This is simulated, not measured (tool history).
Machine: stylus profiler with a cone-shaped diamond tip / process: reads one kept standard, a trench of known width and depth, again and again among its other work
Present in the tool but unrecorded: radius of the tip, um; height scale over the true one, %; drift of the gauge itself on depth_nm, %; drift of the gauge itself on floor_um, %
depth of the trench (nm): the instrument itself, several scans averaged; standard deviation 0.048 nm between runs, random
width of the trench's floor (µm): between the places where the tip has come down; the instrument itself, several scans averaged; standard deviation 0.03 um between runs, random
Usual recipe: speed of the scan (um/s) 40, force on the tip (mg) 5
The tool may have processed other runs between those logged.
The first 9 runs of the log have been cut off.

run,hour,speed of the scan (um/s),force on the tip (mg),scans with this tip,hours of work since the height scale was calibrated,depth of the trench (nm),width of the trench's floor (µm)
10,570.2,40,1.87,7246,491,100.59,28.45
11,634.7,40,1.87,7949,539,100.52,28.38
12,704.9,14,5,8713,590,101.08,28.55
13,755.7,40,5,9266,628,101.06,28.46
14,826,40,5,10031,680,101.01,28.46
15,870.6,40,5,10516,713,101.14,28.49
16,910.4,40,4.59,10950,742,100.94,28.47
17,952,40,4.59,11403,773,100.91,28.43
18,1001.5,45,4.59,11941,809,100.99,28.42
19,1070.9,45,4.59,12698,861,100.89,28.41
20,1114.1,40,5,13167,892,101.07,28.46
21,1188.3,40,4.93,13976,947,101.03,28.48
22,1245.8,14,5,14602,990,101.08,28.61
23,1314.5,40,3.94,15349,1040,100.87,28.43
24,1362.2,40,3.94,15869,1075,101.02,28.48
25,1437.7,11,7.87,16691,1131,101.36,28.55
26,1498.1,11,7.87,17348,1176,101.38,28.55

For run 27, what comes out?
27,1543.5,63,4.41,17843,1209,?,?

{"run 27": {"depth of the trench (nm)": 100.98, "width of the trench's floor (µm)": 28.37}}
With the hidden condition absent and the run-to-run variation left alone, this run would have shown depth of the trench (nm) 101, width of the trench's floor (µm) 28.38.
